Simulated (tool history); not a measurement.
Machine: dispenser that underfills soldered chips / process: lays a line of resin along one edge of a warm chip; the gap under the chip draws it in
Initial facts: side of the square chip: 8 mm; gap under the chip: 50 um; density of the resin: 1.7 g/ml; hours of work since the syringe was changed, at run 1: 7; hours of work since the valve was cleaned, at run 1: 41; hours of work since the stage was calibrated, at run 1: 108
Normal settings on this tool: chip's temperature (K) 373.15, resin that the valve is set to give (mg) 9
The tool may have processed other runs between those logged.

| run | hour | chip's temperature (K) | resin that the valve is set to give (mg) | hours of work since the syringe was changed | hours of work since the valve was cleaned | hours of work since the stage was calibrated | time until the resin shows at the far edge (s) | resin that the valve gave (mg) |
|---|---|---|---|---|---|---|---|---|
| 1 | 0 | 373.15 | 9 | 7 | 41 | 108 | 120.6 | 8.66 |
| 2 | 5.1 | 373.15 | 9 | 11 | 44 | 111 | 154.8 | 8.59 |
|  | 6.4 | new syringe of resin |
| 3 | 8.8 | 373.15 | 9 | 1 | 46 | 113 | 79.1 | 8.57 |
| 4 | 14.2 | 373.15 | 9 | 5 | 49 | 116 | 101.1 | 8.5 |
| 5 | 17 | 373.15 | 9 | 7 | 51 | 118 | 114.1 | 8.58 |
| 6 | 21.1 | 373.15 | 9 | 9 | 54 | 121 | 137.8 | 8.5 |
|  | 24.8 | new syringe of resin |
| 7 | 27.2 | 373.15 | 9 | 1 | 57 | 124 | 79 | 8.51 |
| 8 | 29.7 | 373.15 | 9 | 3 | 59 | 126 | 87.1 | 8.5 |
| 9 | 35.4 | 373.15 | 9 | 7 | 63 | 129 | 112.5 | 8.49 |
| 10 | 40.4 | 373.15 | 9 | 10 | 66 | 133 | 140.1 | 8.53 |
|  | 43.2 | new syringe of resin |
| 11 | 43.4 | 373.15 | 9 | 0 | 67 | 134 | 70.6 | 8.4 |
| 12 | 48.8 | 372.15 | 9 | 4 | 71 | 138 | 92.6 | 8.42 |
| 13 | 51.7 | 372.15 | 9 | 5 | 73 | 140 | 105.8 | 8.51 |
| 14 | 55.4 | 380.15 | 9 | 8 | 75 | 142 | 93.7 | 8.41 |
| 15 | 60.4 | 380.15 | 9 | 11 | 78 | 145 | 116.4 | 8.39 |
|  | 61.6 | new syringe of resin |
| 16 | 64.9 | 380.15 | 9 | 2 | 81 | 148 | 63.7 | 8.51 |
| 17 | 67.7 | 380.15 | 9 | 4 | 82 | 149 | 71.7 | 8.32 |
| 18 | 72.6 | 373.15 | 9 | 7 | 86 | 152 | 116 | 8.26 |
| 19 | 78.1 | 373.15 | 9 | 10 | 89 | 156 | 148.1 | 8.25 |
|  | 79.8 | new syringe of resin |
| 20 | 81.2 | 373.15 | 9.79 | 1 | 91 | 158 | 76.6 | 8.98 |
| 21 | 85.8 | 373.15 | 9.79 | 4 | 94 | 161 | 93.3 | 8.95 |
| 22 | 90.5 | 373.15 | 9.79 | 7 | 97 | 163 | 113.6 | 8.94 |
| 23 | 94 | 376.15 | 9.86 | 9 | 99 | 166 | 119.2 | 8.9 |
| 24 | 97.3 | 362.15 | 9 | 11 | 101 | 168 | 240.4 | 8.1 |
|  | 97.9 | new syringe of resin |
| 25 | 103.2 | 362.15 | 8.19 | 3 | 104 | 171 | 142.9 | 7.41 |
| 26 | 106.7 | 378.15 | 9.44 | 6 | 107 | 173 | 88 | 8.47 |
| 27 | 111.5 | 378.15 | 9.44 | 9 | 110 | 176 | 110.8 | 8.45 |
| 28 | 114.2 | 378.15 | 9.44 | 10 | 111 | 178 | 125.6 | 8.36 |
|  | 115.9 | new syringe of resin |
| 29 | 117.3 | 375.15 | 9.48 | 1 | 113 | 180 | 71.2 | 8.49 |
| 30 | 123.2 | 375.15 | 9.48 | 5 | 117 | 184 | 91.1 | 8.48 |
| 31 | 126.2 | 375.15 | 7.95 | 6 | 119 | 186 | 108.9 | 7.11 |
| 32 | 130.5 | 384.15 | 10.01 | 9 | 121 | 188 | 89.4 | 8.83 |
|  | 134 | new syringe of resin |
| 33 | 134 | 383.15 | 11.34 | 0 | 123 | 190 | 47.7 | 10.15 |
| 34 | 139.1 | 383.15 | 10.6 | 3 | 127 | 193 | 61.3 | 9.41 |
| 35 | 144.6 | 382.15 | 8.55 | 7 | 130 | 197 | 84 | 7.58 |
| 36 | 147.4 | 382.15 | 8.55 | 8 | 132 | 199 | 95.6 | 7.59 |

Forecast each of these 4 alternatives for the next run:
|  | 152.5 | new syringe of resin |
| A | 152.5 | 360.15 | 10.2 | 0 | 135 | 202 | ? | ? |
|  | 152.5 | new syringe of resin |
| B | 152.5 | 382.15 | 11.32 | 0 | 135 | 202 | ? | ? |
|  | 152.5 | new syringe of resin |
| C | 152.5 | 369.15 | 10.09 | 0 | 135 | 202 | ? | ? |
|  | 152.5 | new syringe of resin |
| D | 152.5 | 382.15 | 9.22 | 0 | 135 | 202 | ? | ? |

| run | time until the resin shows at the far edge (s) | resin that the valve gave (mg) |
|---|---|---|
| A | 114.4 | 8.99 |
| B | 49.5 | 10.03 |
| C | 81.7 | 8.89 |
| D | 50.9 | 8.07 |
Stripped of hidden state, with their random variation kept, the same runs would have yielded:
| run | time until the resin shows at the far edge (s) | resin that the valve gave (mg) |
|---|---|---|
| A | 122.1 | 10.22 |
| B | 52.7 | 11.41 |
| C | 87 | 10.11 |
| D | 53.6 | 9.18 |
